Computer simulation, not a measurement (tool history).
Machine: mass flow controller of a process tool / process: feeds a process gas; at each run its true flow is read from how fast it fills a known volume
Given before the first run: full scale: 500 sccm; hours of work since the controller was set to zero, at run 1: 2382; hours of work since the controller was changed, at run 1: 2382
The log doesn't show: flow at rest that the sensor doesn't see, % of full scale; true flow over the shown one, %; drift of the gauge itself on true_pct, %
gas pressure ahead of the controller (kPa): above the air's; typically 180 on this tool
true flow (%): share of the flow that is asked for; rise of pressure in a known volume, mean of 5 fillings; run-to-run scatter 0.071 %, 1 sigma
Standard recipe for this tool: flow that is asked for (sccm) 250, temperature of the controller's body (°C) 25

| run | day | flow that is asked for (sccm) | gas pressure ahead of the controller (kPa) | temperature of the controller's body (°C) | hours of work since the controller was set to zero | hours of work since the controller was changed | true flow (%) |
|---|---|---|---|---|---|---|---|
| 1 | 0 | 250 | 180 | 25 | 2382 | 2382 | 99.44 |
| 2 | 6.6 | 250 | 180 | 33 | 2489 | 2489 | 98.54 |
| 3 | 13.208 | 250 | 180 | 28 | 2596 | 2596 | 99.09 |
| 4 | 18.371 | 250 | 180 | 25 | 2680 | 2680 | 99.28 |
| 5 | 24.633 | 250 | 180 | 25 | 2781 | 2781 | 99.24 |
|  | 25.246 | controller's zero set anew |
| 6 | 30.854 | 250 | 180 | 25 | 91 | 2882 | 98.97 |
| 7 | 35.375 | 250 | 180 | 25 | 164 | 2955 | 99.05 |

Expected results for the next run?
| 8 | 38.233 | 67 | 180 | 25 | 210 | 3001 | ? |

Run 8 came out at true flow (%) 94.81.
The same run, on a tool lacking any hidden state, would have yielded true flow (%) 99.14.

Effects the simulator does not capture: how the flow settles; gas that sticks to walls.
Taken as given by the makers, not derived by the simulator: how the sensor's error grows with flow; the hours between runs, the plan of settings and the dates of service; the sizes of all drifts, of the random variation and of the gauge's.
